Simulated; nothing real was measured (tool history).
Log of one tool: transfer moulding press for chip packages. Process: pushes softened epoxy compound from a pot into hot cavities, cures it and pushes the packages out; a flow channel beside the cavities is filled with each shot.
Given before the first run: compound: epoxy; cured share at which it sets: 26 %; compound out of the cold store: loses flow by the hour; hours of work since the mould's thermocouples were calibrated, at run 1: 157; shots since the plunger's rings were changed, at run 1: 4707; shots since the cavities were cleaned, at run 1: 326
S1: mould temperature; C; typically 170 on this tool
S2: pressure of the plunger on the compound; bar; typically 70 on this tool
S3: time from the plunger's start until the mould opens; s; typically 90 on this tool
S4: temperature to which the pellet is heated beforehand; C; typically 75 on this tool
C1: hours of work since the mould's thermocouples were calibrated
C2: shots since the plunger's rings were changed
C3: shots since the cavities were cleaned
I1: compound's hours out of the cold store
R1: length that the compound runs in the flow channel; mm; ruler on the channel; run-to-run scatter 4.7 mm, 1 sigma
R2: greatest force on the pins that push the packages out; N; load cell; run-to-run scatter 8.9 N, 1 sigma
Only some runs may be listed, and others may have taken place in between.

run,hour,S1,S2,S3,S4,C1,C2,C3,I1,R1,R2
1,0,170,70,90,75,157,4707,326,22,535,697
# hour 16.5: cavities cleaned with cleaning compound and waxed
# hour 36.3: plunger's sealing rings changed
# hour 65.2: cavities cleaned with cleaning compound and waxed
2,86.8,170,70,90,75,209,563,248,11.7,600,630
# hour 110.8: cavities cleaned with cleaning compound and waxed
3,136.1,170,70,90,75,240,1113,292,34.1,517,598
# hour 156.1: cavities cleaned with cleaning compound and waxed
# hour 200.6: cavities cleaned with cleaning compound and waxed
4,217.1,170,70,90,75,289,2009,189,38.3,510,542
# hour 248.9: cavities cleaned with cleaning compound and waxed
5,258.8,164,70,90,75,315,2471,112,43.8,496,712
# hour 296.3: cavities cleaned with cleaning compound and waxed
# hour 344.6: cavities cleaned with cleaning compound and waxed
6,345,170,70,90,75,369,3428,4,27.2,527,393
# hour 387.5: cavities cleaned with cleaning compound and waxed
7,389.8,170,56.1,90,75,396,3927,26,39.5,445,436
# hour 434.7: cavities cleaned with cleaning compound and waxed
8,463.9,170,70,90,75,443,4761,336,31.5,516,658
# hour 480: cavities cleaned with cleaning compound and waxed
# hour 495.5: plunger's sealing rings changed
# hour 531.1: cavities cleaned with cleaning compound and waxed
9,533.1,170,70,90,75,484,416,23,46.6,495,426
# hour 575.9: cavities cleaned with cleaning compound and waxed
10,613.1,170,70,90,75,534,1319,428,21.1,567,698
# hour 623: cavities cleaned with cleaning compound and waxed
# hour 668.5: cavities cleaned with cleaning compound and waxed
11,690.2,170,70,90,75,581,2171,250,18.4,570,618
# hour 711.9: cavities cleaned with cleaning compound and waxed
12,739.4,170,70,90,75,612,2719,316,23.5,554,624
# hour 758.7: cavities cleaned with cleaning compound and waxed
# hour 805.8: cavities cleaned with cleaning compound and waxed
# hour 828.4: mould's thermocouples calibrated
13,828.4,177,56.7,90,75,0,3686,238,21.5,469,464
# hour 859.4: cavities cleaned with cleaning compound and waxed
14,890.1,177,56.7,90,75,39,4377,352,39.7,435,508
# hour 905.4: cavities cleaned with cleaning compound and waxed
15,934.3,177,56.7,90,75,66,4868,331,23.3,475,510
# hour 948.5: cavities cleaned with cleaning compound and waxed
# hour 957: plunger's sealing rings changed
# hour 995: cavities cleaned with cleaning compound and waxed
16,1027.3,165,56.7,90,83,122,792,372,31.4,494,893
# hour 1041.3: cavities cleaned with cleaning compound and waxed
17,1079,170,81.5,89,81,154,1369,433,25.2,595,701
# hour 1085.4: cavities cleaned with cleaning compound and waxed
# hour 1130.1: cavities cleaned with cleaning compound and waxed
18,1146.5,163,76.7,127,76,195,2110,188,43.7,530,471
# hour 1176.9: cavities cleaned with cleaning compound and waxed
19,1203.8,175,54.5,74,73,231,2752,309,10.4,515,766
# hour 1224.6: cavities cleaned with cleaning compound and waxed
20,1248.1,170,79.9,73,80,259,3245,271,46.2,513,932
# hour 1270: cavities cleaned with cleaning compound and waxed
# hour 1314: cavities cleaned with cleaning compound and waxed
21,1340,167,80.5,83,75,316,4267,299,40.2,525,896
# hour 1361.2: cavities cleaned with cleaning compound and waxed
# hour 1409.5: cavities cleaned with cleaning compound and waxed
# hour 1416: plunger's sealing rings changed
22,1432.8,167,69.5,83,75,372,193,238,46.8,490,788
# hour 1460.1: cavities cleaned with cleaning compound and waxed
23,1492.6,170,70,104,75,409,864,374,14.6,588,541
# hour 1504.5: cavities cleaned with cleaning compound and waxed
# hour 1549.2: cavities cleaned with cleaning compound and waxed
24,1567,170,70,97,75,455,1686,205,13.7,579,534

The logged runs with the hidden state left out (each run's random variation unchanged):
Unlogged tool condition in this case: true mould temperature over the reading, C; pressure that reaches the compound, % of what is set; grip of the stained cavities, % over clean ones'; drift of the gauge itself on flow_mm, %; drift of the gauge itself on push_out_n, %.
run,R1,R2
1,572,434
2,605,430
3,526,395
4,524,398
5,513,574
6,553,395
7,469,396
8,550,417
9,499,405
10,578,410
11,586,422
12,574,413
13,493,312
14,460,306
15,506,318
16,500,549
17,607,418
18,545,334
19,535,489
20,535,612
21,555,590
22,493,548
23,596,326
24,593,370
